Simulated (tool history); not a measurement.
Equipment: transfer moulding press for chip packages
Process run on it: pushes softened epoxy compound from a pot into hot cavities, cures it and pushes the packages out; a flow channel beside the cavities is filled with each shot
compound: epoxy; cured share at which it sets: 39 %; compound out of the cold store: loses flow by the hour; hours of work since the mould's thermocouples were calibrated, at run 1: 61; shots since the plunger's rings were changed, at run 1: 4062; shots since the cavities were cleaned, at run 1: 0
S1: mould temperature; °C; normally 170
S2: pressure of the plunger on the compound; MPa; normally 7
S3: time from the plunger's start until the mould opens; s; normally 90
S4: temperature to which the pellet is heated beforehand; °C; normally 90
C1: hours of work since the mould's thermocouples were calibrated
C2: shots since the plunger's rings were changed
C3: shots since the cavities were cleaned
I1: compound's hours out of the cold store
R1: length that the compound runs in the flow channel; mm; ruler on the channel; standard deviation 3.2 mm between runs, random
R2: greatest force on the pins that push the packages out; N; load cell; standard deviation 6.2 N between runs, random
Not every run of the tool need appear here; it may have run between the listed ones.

Run 1, hour 0: usual settings; C1 61; C2 4062; C3 0; I1 30.5. Result: R1 528 mm, R2 235 N.
Run 2, hour 31: usual settings; C1 81; C2 4495; C3 433; I1 14.3. Result: R1 571 mm, R2 433 N.
Run 3, hour 53.1: usual settings; C1 96; C2 4803; C3 741; I1 19.4. Result: R1 563 mm, R2 489 N.
At hour 69.3: cavities cleaned with cleaning compound and waxed.
Run 4, hour 88.2: usual settings; C1 118; C2 5273; C3 264; I1 33.3. Result: R1 511 mm, R2 600 N.
Run 5, hour 114.6: usual settings; C1 136; C2 5640; C3 631; I1 32.8. Result: R1 513 mm, R2 547 N.
At hour 138.2: cavities cleaned with cleaning compound and waxed.
Run 6, hour 158.2: usual settings; C1 163; C2 6228; C3 279; I1 15.1. Result: R1 563 mm, R2 374 N.
Run 7, hour 179.1: usual settings; C1 177; C2 6520; C3 571; I1 14.3. Result: R1 566 mm, R2 450 N.
At hour 199.6: cavities cleaned with cleaning compound and waxed, once more.
At hour 208: plunger's sealing rings changed.
Run 8, hour 216.5: usual settings but S3 109 s; C1 199; C2 118; C3 201; I1 42. Result: R1 517 mm, R2 280 N.
Run 9, hour 242.6: usual settings but S2 7.26 MPa, S3 109 s; C1 217; C2 482; C3 565; I1 32.5. Result: R1 557 mm, R2 367 N.
Run 10, hour 263.1: usual settings but S2 7.26 MPa, S3 109 s, S4 87 °C; C1 230; C2 769; C3 852; I1 45.1. Result: R1 516 mm, R2 399 N.
At hour 272.4: cavities cleaned with cleaning compound and waxed.
Run 11, hour 293.1: usual settings but S2 7.26 MPa, S3 109 s, S4 87 °C; C1 249; C2 1166; C3 288; I1 17.2. Result: R1 593 mm, R2 303 N.
Run 12, hour 335.1: usual settings but S1 168 °C; C1 277; C2 1752; C3 874; I1 20.8. Result: R1 577 mm, R2 560 N.
At hour 340.8: cavities cleaned with cleaning compound and waxed.
Run 13, hour 376.9: usual settings but S1 168 °C; C1 304; C2 2315; C3 504; I1 43.1. Result: R1 508 mm, R2 454 N.
Run 14, hour 406.6: usual settings but S1 168 °C; C1 323; C2 2729; C3 918; I1 43.2. Result: R1 504 mm, R2 496 N.
At hour 410.4: cavities cleaned with cleaning compound and waxed.
Run 15, hour 454.1: usual settings but S1 166 °C, S2 6.97 MPa; C1 354; C2 3371; C3 609; I1 25. Result: R1 561 mm, R2 583 N.
At hour 478.6: cavities cleaned with cleaning compound and waxed.
Run 16, hour 490: usual settings but S1 167 °C, S3 86 s; C1 377; C2 3851; C3 159; I1 22.8. Result: R1 562 mm, R2 441 N.
Run 17, hour 537.6: usual settings but S1 167 °C, S3 86 s, S4 96 °C; C1 408; C2 4516; C3 824; I1 44.5. Result: R1 496 mm, R2 578 N.
At hour 550.1: cavities cleaned with cleaning compound and waxed.
Run 18, hour 581: usual settings but S1 175 °C, S2 5.54 MPa, S3 105 s, S4 80 °C; C1 436; C2 5100; C3 431; I1 47.6. Result: R1 418 mm, R2 343 N.
At hour 622.1: cavities cleaned with cleaning compound and waxed.
Run 19, hour 629.4: usual settings but S1 175 °C, S2 5.54 MPa, S3 105 s, S4 80 °C; C1 467; C2 5755; C3 102; I1 9.5. Result: R1 511 mm, R2 231 N.
Run 20, hour 657.4: usual settings but S1 175 °C, S2 6.95 MPa, S3 105 s, S4 80 °C; C1 485; C2 6147; C3 494; I1 18.8. Result: R1 543 mm, R2 333 N.
Run 21, hour 681.9: usual settings but S1 169 °C, S3 73 s, S4 96 °C; C1 502; C2 6489; C3 836; I1 43.9. Result: R1 482 mm, R2 707 N.
At hour 691.3: cavities cleaned with cleaning compound and waxed.
At hour 710.8: plunger's sealing rings changed.
Run 22, hour 712: usual settings but S1 163 °C, S2 8.54 MPa, S3 97 s, S4 83 °C; C1 519; C2 16; C3 253; I1 37.2. Result: R1 605 mm, R2 466 N.
Run 23, hour 733.7: usual settings but S1 163 °C, S2 8.54 MPa, S3 97 s, S4 83 °C; C1 533; C2 320; C3 557; I1 21.1. Result: R1 650 mm, R2 625 N.
At hour 763.3: cavities cleaned with cleaning compound and waxed.
Run 24, hour 763.3: usual settings but S2 8.54 MPa, S3 96 s, S4 83 °C; C1 552; C2 712; C3 0; I1 18.8. Result: R1 639 mm, R2 222 N.
Run 25, hour 805.5: usual settings but S1 162 °C, S2 8.27 MPa, S3 71 s, S4 97 °C; C1 580; C2 1300; C3 588; I1 40.3. Result: R1 568 mm, R2 1119 N.
At hour 833.6: cavities cleaned with cleaning compound and waxed.
Run 26, hour 845.9: usual settings but S3 98 s, S4 81 °C; C1 606; C2 1844; C3 172; I1 21.5. Result: R1 563 mm, R2 298 N.
Run 27, hour 887.8: usual settings but S3 98 s, S4 81 °C; C1 633; C2 2428; C3 756; I1 15.6. Result: R1 582 mm, R2 420 N.
At hour 905.3: cavities cleaned with cleaning compound and waxed.
Run 28, hour 932.5: usual settings but S2 8.35 MPa, S4 92 °C; C1 662; C2 3031; C3 379; I1 20.8. Result: R1 610 mm, R2 379 N.

Each row is a separate what-if for the run after 28, all from the same tool condition, not one after another. Results?
Run A, hour 959.5: usual settings but S1 167 °C, S2 8.62 MPa, S3 96 s, S4 92 °C; C1 680; C2 3408; C3 756; I1 8.7. Result: R1 ?, R2 ?.
Run B, hour 959.5: usual settings but S1 169 °C; C1 680; C2 3408; C3 756; I1 32.5. Result: R1 ?, R2 ?.
Run C, hour 959.5: usual settings but S2 8.35 MPa, S3 76 s, S4 94 °C; C1 680; C2 3408; C3 756; I1 37.5. Result: R1 ?, R2 ?.

run   R1   R2
  A  678  498
  B  527  467
  C  558  592
Stripped of hidden state, with their random variation kept, the same runs would have yielded:
run   R1   R2
  A  704  261
  B  547  239
  C  580  310
